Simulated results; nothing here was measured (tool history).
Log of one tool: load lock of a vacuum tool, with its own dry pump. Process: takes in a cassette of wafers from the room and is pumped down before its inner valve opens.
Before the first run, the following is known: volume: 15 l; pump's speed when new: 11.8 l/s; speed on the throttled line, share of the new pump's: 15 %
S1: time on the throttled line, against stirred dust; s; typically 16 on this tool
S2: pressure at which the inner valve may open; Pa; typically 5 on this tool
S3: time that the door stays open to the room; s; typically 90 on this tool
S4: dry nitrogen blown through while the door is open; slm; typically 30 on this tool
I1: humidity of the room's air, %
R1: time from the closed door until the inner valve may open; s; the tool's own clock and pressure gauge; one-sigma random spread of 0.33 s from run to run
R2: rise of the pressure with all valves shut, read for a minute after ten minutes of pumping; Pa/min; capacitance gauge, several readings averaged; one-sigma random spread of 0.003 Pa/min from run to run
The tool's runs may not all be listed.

run,hour,S1,S2,S3,S4,I1,R1,R2
1,0,16,5,90,30,45.6,27.3,0.089
2,464.7,16,5,90,30,45.8,27.3,0.093
3,878.1,16,5,90,30,47.3,27.3,0.096
4,1214.7,16,5,90,30,43.5,27.7,0.099
5,1463.4,16,5,90,30,44,27.4,0.102
6,1870,16,5,90,30,45.7,28,0.107
7,2355.8,24,5,90,30,48,34.6,0.113
8,2917.6,16,5,90,4,46.2,28.1,0.157
9,3476.1,16,5,90,30,43.6,28.8,0.126
10,3862.4,16,5,90,30,47.8,28.4,0.138
11,4374.7,14,7,66,18,45,26.4,0.148
12,4840.6,22,5,90,38,44,34.5,0.149
13,5245.7,22,5,90,12,45.4,33.9,0.177
14,5719.9,14,7,57,5,45.7,27.3,0.181
15,6257.5,16,8,31,30,47.4,29.7,0.168
# hour 6573.7: dry pump taken out, an overhauled one fitted
16,6745.9,27,5,90,30,41.2,36.4,0.186
17,7030.4,17,5,156,30,48.3,27.3,0.209
18,7520.4,17,5,156,30,43.6,28,0.208

A few steps of R1 between consecutive runs. Split each: what settings, incoming material and random variation would produce without the hidden state, and what is left over for the hidden state, along with gauge scatter present in only one of the two compared results (measured, and without hidden state):
What the log doesn't record here: pump's speed, % of a new pump's; leak at the door's seal, Pa l/s; drift of the gauge itself on ready_s, %; drift of the gauge itself on rise_pa_min, %.
Run 15 -> 16: S1 16 -> 27, S2 8 -> 5, S3 31 -> 90, dry pump taken out, an overhauled one fitted. R1 +6.7 s: hidden state -3.3, all else +10.
Run 16 -> 17: S1 27 -> 17, S3 90 -> 156. R1 -9.1 s: hidden state +0.1, all else -9.2.
